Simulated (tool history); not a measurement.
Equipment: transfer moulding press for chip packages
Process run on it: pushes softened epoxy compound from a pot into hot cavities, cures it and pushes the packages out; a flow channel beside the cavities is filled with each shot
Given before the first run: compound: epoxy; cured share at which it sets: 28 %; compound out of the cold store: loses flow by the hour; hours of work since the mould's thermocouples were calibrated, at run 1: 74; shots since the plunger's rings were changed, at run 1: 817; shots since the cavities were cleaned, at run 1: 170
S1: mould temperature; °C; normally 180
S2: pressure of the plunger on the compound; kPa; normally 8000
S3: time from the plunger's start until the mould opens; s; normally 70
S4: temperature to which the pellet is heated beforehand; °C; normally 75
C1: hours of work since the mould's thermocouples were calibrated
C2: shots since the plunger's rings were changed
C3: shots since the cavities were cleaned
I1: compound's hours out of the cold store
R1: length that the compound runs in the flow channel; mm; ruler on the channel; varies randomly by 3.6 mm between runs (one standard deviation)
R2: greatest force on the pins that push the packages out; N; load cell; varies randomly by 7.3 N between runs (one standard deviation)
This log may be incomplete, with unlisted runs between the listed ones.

run   hour   S1    S2  S3  S4   C1    C2   C3    I1   R1    R2
  1    0.0  180  8000  70  75   74   817  170  10.2  742   449
  2    5.9  180  8000  70  75   77   878  231  35.3  621   437
  3   16.2  180  8000  70  75   81   985  338  15.2  722   517
      27.2  -- cavities cleaned with cleaning compound and waxed
  4   30.0  180  8000  70  67   87  1112   28  45.5  569   305
  5   36.6  180  8000  70  75   90  1181   97  39.0  594   346
  6   45.3  180  8000  70  75   94  1271  187  41.0  588   408
  7   58.6  180  8000  70  75  100  1409  325  17.9  702   481
  8   67.9  180  8000  70  75  104  1505  421  30.6  635   515
      70.4  -- cavities cleaned with cleaning compound and waxed
  9   77.8  184  8000  84  75  108  1593   77  28.5  639   272
 10   86.7  184  8000  84  75  112  1685  169  16.9  697   308
 11  100.1  175  9720  51  75  118  1824  308  30.3  703  1297

The logged runs with the hidden state left out (each run's random variation unchanged):
Hidden conditions of the tool in this case: true mould temperature over the reading, C; pressure that reaches the compound, % of what is set; grip of the stained cavities, % over clean ones'; drift of the gauge itself on flow_mm, %; drift of the gauge itself on push_out_n, %.
run   R1   R2
  1  748  303
  2  626  275
  3  729  296
  4  575  281
  5  601  275
  6  596  283
  7  713  287
  8  645  287
  9  649  223
 10  709  215
 11  717  783
